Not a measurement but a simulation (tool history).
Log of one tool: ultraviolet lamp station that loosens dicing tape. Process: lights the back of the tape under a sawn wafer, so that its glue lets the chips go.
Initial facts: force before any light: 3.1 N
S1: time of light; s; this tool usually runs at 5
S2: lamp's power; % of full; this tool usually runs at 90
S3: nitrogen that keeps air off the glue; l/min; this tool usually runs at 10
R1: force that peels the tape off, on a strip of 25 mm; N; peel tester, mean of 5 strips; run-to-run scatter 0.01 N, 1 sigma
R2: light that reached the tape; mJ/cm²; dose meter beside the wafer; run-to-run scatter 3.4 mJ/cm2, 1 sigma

run   hour  S1  S2  S3     R1   R2
  1    0.0   5  90  10  0.534  486
  2   20.9   5  90  10  0.523  481
  3   36.7   5  90  10  0.533  480
  4   57.0   5  90   6  0.726  476
  5   82.7  10  90  10  0.256  950
  6  104.2   5  66  10  0.827  347
  7  130.2   5  66  10  0.820  342
  8  154.9   5  66  10  0.828  337
  9  181.2   5  66  10  0.854  339
 10  199.5   5  66  10  0.820  333
 11  224.3   5  66  10  0.827  335
 12  238.7   5  66  10  0.846  333
 13  251.9   4  90  10  0.747  359
 14  275.4   5  90  10  0.575  448
 15  299.0   5  72  10  0.818  356
 16  325.0   5  72  10  0.780  357
 17  348.2   5  90  10  0.599  435
 18  366.9   6  90  10  0.473  525
 19  383.0   6  90  10  0.466  523
 20  405.4   6  90  10  0.475  519
 21  421.4   6  90  10  0.481  521
 22  446.5   5  90  10  0.623  431
 23  473.0   6  90   3  0.878  514
 24  488.4   6  90   3  0.924  507
 25  508.9   6  90   3  0.837  540
 26  533.7   6  90   3  0.836  539
 27  548.7   6  90   3  0.867  538
 28  559.7   3  83   3  1.709  247
 29  577.0   5  76  10  0.711  375
 30  588.8   7  90   6  0.491  628
 31  613.9   4  93  10  0.732  368
 32  635.8   3  66  17  1.205  194
 33  660.9   3  66  17  1.183  192
 34  680.2   3  66  17  1.229  188
 35  700.6   9  65  17  0.342  561
 36  712.4   3  60   3  1.988  172
 37  735.3   3  60   3  2.062  169
 38  761.8   4  82   4  1.311  310
 39  784.3   4  82   4  1.353  312
 40  808.9   3  90   4  1.480  253
 41  828.6   3  78  11  1.233  220
 42  852.2   6  78  11  0.633  432
 43  867.4   5  70   5  1.154  321
 44  892.4   5  70   5  1.218  316

The log once held 1 entry between its listed runs, left out of this copy. Where does each go, and what is different about the tool's unlogged condition between the listed run before it and the listed run after it?
After run 24, before run 25: window cleaned of glue's vapour (hour 501.2)
  lamp's light, % of a new lamp's: 81.8 -> 81.4; light that the window lets through, % of a clean one's: 92.3 -> 99.5
  what was measured, less what the result would be without the hidden state, R1: +0.259 -> +0.187 N; R2: -165 -> -127 mJ/cm²
